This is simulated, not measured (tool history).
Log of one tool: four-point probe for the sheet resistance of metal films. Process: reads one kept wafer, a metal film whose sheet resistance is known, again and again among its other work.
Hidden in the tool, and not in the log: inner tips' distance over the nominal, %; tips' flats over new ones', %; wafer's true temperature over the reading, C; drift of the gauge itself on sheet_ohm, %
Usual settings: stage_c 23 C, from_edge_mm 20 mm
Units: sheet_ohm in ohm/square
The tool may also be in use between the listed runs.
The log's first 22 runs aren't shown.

run,hour,stage_c,from_edge_mm,touches since the probe head was changed,hours of work since the stage's thermometer was calibrated,sheet_ohm
23,1316.4,23,12,31808,125,0.058617
24,1372.2,33,56,32614,153,0.057693
# hour 1419.6: stage's thermometer calibrated, once more
25,1422.9,33,56,33339,2,0.057344
26,1464.8,22,8,33944,23,0.058734
27,1532.7,19,14,34925,57,0.05836
28,1572.3,26,20,35496,77,0.057812
29,1644.8,28,13,36542,113,0.057887
30,1726,28,11,37715,154,0.057998
31,1810.4,28,39,38934,196,0.057577
32,1886.7,28,39,40034,234,0.057602
33,1925.2,27,7,40590,254,0.058626
34,1994.8,25,7,41595,288,0.058753
35,2041.4,22,13,42268,312,0.058203
36,2106.3,20,20,43205,344,0.058159
37,2176,20,20,44212,379,0.058149
38,2214.7,30,55,44771,399,0.057449
39,2265.9,32,6,45510,424,0.058681
40,2319.9,28,6,46289,451,0.0589
41,2395.9,23,24,47386,490,0.057935
42,2450.2,22,3,48170,517,0.062955
43,2528.9,23,36,49306,556,0.057873
44,2568.3,31,30,49875,576,0.057417

3 ways to go on from here, each from the tool as it stands after run 44. What would each give?
A,2638.1,32,40,50883,611,?
B,2638.1,20,20,50883,611,?
C,2638.1,23,20,50883,611,?

run,sheet_ohm
A,0.057337
B,0.05813
C,0.057947
Without the tool's hidden state the same runs would have given:
run,sheet_ohm
A,0.057513
B,0.058307
C,0.058123
